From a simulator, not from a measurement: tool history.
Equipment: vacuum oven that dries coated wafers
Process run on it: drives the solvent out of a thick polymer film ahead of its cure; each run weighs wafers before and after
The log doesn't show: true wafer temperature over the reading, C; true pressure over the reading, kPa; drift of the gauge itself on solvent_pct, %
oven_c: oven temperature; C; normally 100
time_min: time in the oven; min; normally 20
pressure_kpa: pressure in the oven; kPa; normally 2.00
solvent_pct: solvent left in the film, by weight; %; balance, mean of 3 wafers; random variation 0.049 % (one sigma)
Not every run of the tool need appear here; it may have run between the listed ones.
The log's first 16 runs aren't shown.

run	hour	oven_c	time_min	pressure_kpa	hours of work since the thermocouples were calibrated	hours of work since the vacuum gauge was cleaned of residue	solvent_pct
17	161.0	98	20	2.00	749	242	6.54
18	170.6	100	20	2.00	757	249	5.87
19	183.2	100	20	2.00	766	259	5.80
20	191.8	108	20	2.00	772	265	3.09
21	199.9	108	20	2.00	778	271	3.14
# hour 203.1: oven's thermocouples calibrated
22	211.7	100	20	2.40	6	278	6.00
23	217.5	100	20	2.40	11	282	5.98
24	226.6	108	20	6.55	17	289	4.30
25	238.4	108	20	6.55	26	298	4.33
26	247.7	108	20	6.55	33	305	4.29
27	259.0	108	20	6.55	41	313	4.34
28	269.9	107	20	2.00	49	321	3.44
29	278.7	105	20	2.00	56	328	4.11
# hour 284.0: oven's thermocouples calibrated, once more
30	289.8	96	15	2.00	4	334	9.08
31	295.4	96	11	2.00	8	339	10.88
32	306.5	100	27	1.06	17	347	3.51
33	312.4	100	27	1.06	21	351	3.50
34	321.4	86	15	1.46	28	358	12.18
35	330.3	86	15	1.46	34	364	12.41
36	342.5	111	22	6.46	43	373	2.90

Below are 3 alternative next runs, each starting from the tool's condition after run 36. Predict each:
A	352.8	100	25	1.85	51	381	?
B	352.8	100	20	2.86	51	381	?
C	352.8	110	22	6.46	51	381	?

run	solvent_pct
A	4.19
B	5.85
C	3.15
Stripped of hidden state, with their random variation kept, the same runs would have yielded:
run	solvent_pct
A	4.14
B	5.81
C	3.11

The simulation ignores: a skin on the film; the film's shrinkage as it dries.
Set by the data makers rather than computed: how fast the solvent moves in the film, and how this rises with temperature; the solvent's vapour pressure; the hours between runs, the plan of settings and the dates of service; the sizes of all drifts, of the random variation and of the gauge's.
